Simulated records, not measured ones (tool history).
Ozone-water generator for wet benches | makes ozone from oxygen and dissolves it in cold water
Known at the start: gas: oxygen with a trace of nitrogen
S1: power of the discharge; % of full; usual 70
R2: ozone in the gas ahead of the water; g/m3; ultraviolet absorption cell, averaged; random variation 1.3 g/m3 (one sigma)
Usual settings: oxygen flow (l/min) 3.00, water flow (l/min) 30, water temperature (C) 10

{"run": 1, "hour": 0.0, "S1": 70, "oxygen flow (l/min)": 3.0, "water flow (l/min)": 30, "water temperature (C)": 10, "dissolved ozone (ppm)": 14.6, "R2": 232.6}
{"run": 2, "hour": 51.3, "S1": 70, "oxygen flow (l/min)": 3.0, "water flow (l/min)": 30, "water temperature (C)": 10, "dissolved ozone (ppm)": 14.7, "R2": 235.8}
{"run": 3, "hour": 105.6, "S1": 70, "oxygen flow (l/min)": 4.46, "water flow (l/min)": 30, "water temperature (C)": 10, "dissolved ozone (ppm)": 16.8, "R2": 196.2}
{"run": 4, "hour": 201.7, "S1": 70, "oxygen flow (l/min)": 4.46, "water flow (l/min)": 30, "water temperature (C)": 10, "dissolved ozone (ppm)": 16.5, "R2": 193.1}
{"run": 5, "hour": 278.2, "S1": 70, "oxygen flow (l/min)": 4.46, "water flow (l/min)": 30, "water temperature (C)": 10, "dissolved ozone (ppm)": 16.4, "R2": 193.9}
{"hour": 366.8, "done": "contactor cleaned"}
{"run": 6, "hour": 386.4, "S1": 70, "oxygen flow (l/min)": 3.0, "water flow (l/min)": 34, "water temperature (C)": 10, "dissolved ozone (ppm)": 12.7, "R2": 233.5}
{"run": 7, "hour": 475.9, "S1": 70, "oxygen flow (l/min)": 3.0, "water flow (l/min)": 34, "water temperature (C)": 10, "dissolved ozone (ppm)": 12.7, "R2": 234.7}
{"run": 8, "hour": 589.9, "S1": 70, "oxygen flow (l/min)": 3.0, "water flow (l/min)": 34, "water temperature (C)": 10, "dissolved ozone (ppm)": 12.9, "R2": 233.8}
{"run": 9, "hour": 650.8, "S1": 42, "oxygen flow (l/min)": 3.0, "water flow (l/min)": 30, "water temperature (C)": 10, "dissolved ozone (ppm)": 9.8, "R2": 156.3}
{"run": 10, "hour": 735.1, "S1": 70, "oxygen flow (l/min)": 3.0, "water flow (l/min)": 30, "water temperature (C)": 10, "dissolved ozone (ppm)": 14.7, "R2": 231.3}
{"run": 11, "hour": 814.7, "S1": 70, "oxygen flow (l/min)": 3.0, "water flow (l/min)": 30, "water temperature (C)": 8, "dissolved ozone (ppm)": 15.0, "R2": 233.7}
{"run": 12, "hour": 923.8, "S1": 70, "oxygen flow (l/min)": 3.0, "water flow (l/min)": 30, "water temperature (C)": 8, "dissolved ozone (ppm)": 14.6, "R2": 229.2}
{"run": 13, "hour": 1026.0, "S1": 70, "oxygen flow (l/min)": 3.0, "water flow (l/min)": 30, "water temperature (C)": 8, "dissolved ozone (ppm)": 14.8, "R2": 232.1}
{"run": 14, "hour": 1089.8, "S1": 70, "oxygen flow (l/min)": 3.0, "water flow (l/min)": 30, "water temperature (C)": 8, "dissolved ozone (ppm)": 14.7, "R2": 231.5}
{"run": 15, "hour": 1141.6, "S1": 70, "oxygen flow (l/min)": 3.0, "water flow (l/min)": 30, "water temperature (C)": 8, "dissolved ozone (ppm)": 15.0, "R2": 231.3}
{"run": 16, "hour": 1188.3, "S1": 70, "oxygen flow (l/min)": 3.0, "water flow (l/min)": 30, "water temperature (C)": 10, "dissolved ozone (ppm)": 14.8, "R2": 233.1}

The next listed run, before its measurement:
{"run": 17, "hour": 1288.6, "S1": 41, "oxygen flow (l/min)": 3.0, "water flow (l/min)": 30, "water temperature (C)": 10, "dissolved ozone (ppm)": "?", "R2": "?"}

{"run 17": {"dissolved ozone (ppm)": 9.8, "R2": 153.1}}
Without the tool's hidden state the same run would have given dissolved ozone (ppm) 9.8, R2 155.1 g/m3.

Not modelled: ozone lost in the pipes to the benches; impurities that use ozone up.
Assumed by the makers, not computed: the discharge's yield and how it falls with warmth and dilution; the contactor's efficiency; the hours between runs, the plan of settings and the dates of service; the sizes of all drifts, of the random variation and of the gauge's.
